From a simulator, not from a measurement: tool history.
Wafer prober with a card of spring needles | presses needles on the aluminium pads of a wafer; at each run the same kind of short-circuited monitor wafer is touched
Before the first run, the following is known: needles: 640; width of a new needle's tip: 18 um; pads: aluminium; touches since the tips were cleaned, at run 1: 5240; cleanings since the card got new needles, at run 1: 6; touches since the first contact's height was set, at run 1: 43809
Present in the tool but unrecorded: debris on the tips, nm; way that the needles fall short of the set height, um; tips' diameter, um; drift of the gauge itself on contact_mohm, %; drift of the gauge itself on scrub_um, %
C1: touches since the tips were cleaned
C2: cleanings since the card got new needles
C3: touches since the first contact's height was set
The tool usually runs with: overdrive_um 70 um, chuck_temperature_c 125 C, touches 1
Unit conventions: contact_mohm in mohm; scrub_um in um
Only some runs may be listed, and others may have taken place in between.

Run 1, hour 0.0: usual settings; C1 5240; C2 6; C3 43809. Result: contact_mohm 187 mohm, scrub_um 10.372 um.
At hour 2.2: tips cleaned on abrasive film.
Run 2, hour 9.1: usual settings; C1 2412; C2 7; C3 46956. Result: contact_mohm 188 mohm, scrub_um 10.344 um.
At hour 19.1: tips cleaned on abrasive film.
Run 3, hour 19.9: usual settings; C1 296; C2 8; C3 50697. Result: contact_mohm 186 mohm, scrub_um 10.342 um.
Run 4, hour 30.9: usual settings; C1 4144; C2 8; C3 54545. Result: contact_mohm 188 mohm, scrub_um 10.335 um.
At hour 36.2: tips cleaned on abrasive film.
Run 5, hour 41.6: usual settings but overdrive_um 77 um; C1 1890; C2 9; C3 58232. Result: contact_mohm 183 mohm, scrub_um 11.351 um.
Run 6, hour 48.2: usual settings but overdrive_um 77 um; C1 4217; C2 9; C3 60559. Result: contact_mohm 186 mohm, scrub_um 11.349 um.
At hour 53.0: tips cleaned on abrasive film.
Run 7, hour 60.3: usual settings but overdrive_um 77 um; C1 2552; C2 10; C3 64746. Result: contact_mohm 186 mohm, scrub_um 11.321 um.
Run 8, hour 69.3: usual settings; C1 5677; C2 10; C3 67871. Result: contact_mohm 187 mohm, scrub_um 10.294 um.
At hour 70.4: tips cleaned on abrasive film.
At hour 75.0: height of the first contact set anew.
Run 9, hour 81.5: usual settings; C1 3751; C2 11; C3 2275. Result: contact_mohm 183 mohm, scrub_um 10.293 um.
At hour 87.2: tips cleaned on abrasive film.
Run 10, hour 89.4: usual settings but overdrive_um 77 um, chuck_temperature_c 26 C; C1 789; C2 12; C3 5023. Result: contact_mohm 167 mohm, scrub_um 11.293 um.
Run 11, hour 101.2: usual settings but overdrive_um 71 um, chuck_temperature_c 26 C; C1 4905; C2 12; C3 9139. Result: contact_mohm 170 mohm, scrub_um 10.402 um.
At hour 103.7: tips cleaned on abrasive film.
Run 12, hour 111.6: usual settings but overdrive_um 62 um, chuck_temperature_c 49 C, touches 3; C1 2758; C2 13; C3 12721. Result: contact_mohm 173 mohm, scrub_um 9.070 um.
Run 13, hour 117.6: usual settings but overdrive_um 62 um, touches 3; C1 4877; C2 13; C3 14840. Result: contact_mohm 188 mohm, scrub_um 9.066 um.
At hour 120.5: tips cleaned on abrasive film.
Run 14, hour 129.0: usual settings but chuck_temperature_c 42 C; C1 2942; C2 14; C3 18761. Result: contact_mohm 171 mohm, scrub_um 10.236 um.
At hour 137.4: tips cleaned on abrasive film.
Run 15, hour 138.0: usual settings but overdrive_um 80 um, chuck_temperature_c 115 C, touches 2; C1 215; C2 15; C3 21891. Result: contact_mohm 181 mohm, scrub_um 11.682 um.
Run 16, hour 150.3: usual settings but overdrive_um 80 um, chuck_temperature_c 115 C, touches 2; C1 4511; C2 15; C3 26187. Result: contact_mohm 183 mohm, scrub_um 11.672 um.
At hour 154.2: tips cleaned on abrasive film.
Run 17, hour 160.8: usual settings but overdrive_um 83 um, chuck_temperature_c 97 C; C1 2321; C2 16; C3 29828. Result: contact_mohm 180 mohm, scrub_um 12.092 um.
Run 18, hour 168.7: usual settings but overdrive_um 83 um, chuck_temperature_c 97 C; C1 5071; C2 16; C3 32578. Result: contact_mohm 180 mohm, scrub_um 12.086 um.

What if the next run were any one of these 3? Each begins from the tool's condition after run 18:
At hour 171.2: tips cleaned on abrasive film.
Run A, hour 179.4: usual settings but overdrive_um 72 um, chuck_temperature_c 80 C, touches 3; C1 2850; C2 17; C3 36280. Result: contact_mohm ?, scrub_um ?.
At hour 171.2: tips cleaned on abrasive film.
Run B, hour 179.4: usual settings but overdrive_um 64 um, chuck_temperature_c 100 C, touches 3; C1 2850; C2 17; C3 36280. Result: contact_mohm ?, scrub_um ?.
At hour 171.2: tips cleaned on abrasive film.
Run C, hour 179.4: usual settings but overdrive_um 53 um, chuck_temperature_c 52 C; C1 2850; C2 17; C3 36280. Result: contact_mohm ?, scrub_um ?.

run  contact_mohm  scrub_um
  A           178    10.480
  B           184     9.294
  C           177     7.706
Stripped of hidden state, with their random variation kept, the same runs would have yielded:
run  contact_mohm  scrub_um
  A           178    10.669
  B           184     9.462
  C           177     7.846
